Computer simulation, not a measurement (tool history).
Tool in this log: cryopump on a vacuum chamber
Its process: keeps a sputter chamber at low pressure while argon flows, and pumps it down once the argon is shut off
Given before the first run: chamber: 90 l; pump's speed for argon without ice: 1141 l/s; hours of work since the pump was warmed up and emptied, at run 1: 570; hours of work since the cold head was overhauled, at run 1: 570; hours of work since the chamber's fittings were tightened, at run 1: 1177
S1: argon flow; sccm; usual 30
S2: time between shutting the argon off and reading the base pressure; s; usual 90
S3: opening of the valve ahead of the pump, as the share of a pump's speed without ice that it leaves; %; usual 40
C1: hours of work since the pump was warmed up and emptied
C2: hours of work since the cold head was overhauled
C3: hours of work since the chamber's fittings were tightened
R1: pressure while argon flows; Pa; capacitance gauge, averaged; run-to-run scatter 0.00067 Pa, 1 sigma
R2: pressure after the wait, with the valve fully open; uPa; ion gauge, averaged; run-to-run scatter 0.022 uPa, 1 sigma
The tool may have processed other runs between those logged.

| run | hour | S1 | S2 | S3 | C1 | C2 | C3 | R1 | R2 |
|---|---|---|---|---|---|---|---|---|---|
| 1 | 0 | 30 | 90 | 40 | 570 | 570 | 1177 | 0.1208 | 1.06 |
| 2 | 46.7 | 30 | 90 | 40 | 599 | 599 | 1205 | 0.1212 | 1.07 |
| 3 | 66.4 | 30 | 90 | 33 | 610 | 610 | 1217 | 0.1464 | 1.08 |
| 4 | 109.8 | 30 | 90 | 33 | 637 | 637 | 1243 | 0.1453 | 1.14 |
| 5 | 139.3 | 30 | 90 | 19 | 654 | 654 | 1261 | 0.247 | 1.14 |
| 6 | 165 | 30 | 90 | 19 | 670 | 670 | 1277 | 0.2481 | 1.15 |
| 7 | 196 | 30 | 90 | 19 | 689 | 689 | 1295 | 0.2475 | 1.14 |
| 8 | 231.9 | 30 | 27 | 40 | 710 | 710 | 1317 | 0.1238 | 1.82 |
| 9 | 278.7 | 30 | 27 | 40 | 738 | 738 | 1345 | 0.1258 | 1.89 |
| 10 | 317.9 | 30 | 27 | 40 | 762 | 762 | 1369 | 0.1254 | 1.81 |
| 11 | 341.7 | 30 | 90 | 40 | 776 | 776 | 1383 | 0.1266 | 1.21 |
| 12 | 380.8 | 30 | 90 | 40 | 800 | 800 | 1407 | 0.1295 | 1.23 |
| 13 | 413.7 | 43 | 90 | 40 | 820 | 820 | 1427 | 0.1821 | 1.25 |
| 14 | 453.9 | 20 | 90 | 40 | 844 | 844 | 1451 | 0.0845 | 1.26 |
| 15 | 476.1 | 20 | 90 | 40 | 857 | 857 | 1464 | 0.0851 | 1.26 |
| 16 | 509.3 | 30 | 90 | 40 | 877 | 877 | 1484 | 0.1287 | 1.28 |
| 17 | 537.3 | 30 | 90 | 40 | 894 | 894 | 1501 | 0.1285 | 1.37 |
| 18 | 577.3 | 14 | 23 | 48 | 918 | 918 | 1525 | 0.0522 | 2.12 |
| 19 | 621.7 | 29 | 20 | 18 | 945 | 945 | 1552 | 0.2582 | 2.35 |
| 20 | 647.1 | 30 | 25 | 19 | 960 | 960 | 1567 | 0.2534 | 2.16 |

Run 21 is up next; what results do you expect?
| 21 | 682.6 | 30 | 110 | 35 | 982 | 982 | 1589 | ? | ? |

R1: 0.1481 Pa
R2: 1.28 uPa
Take away the tool's hidden state, keep the run-to-run variation as it was, and the same run would have given R1 0.1273 Pa, R2 0.47 uPa.
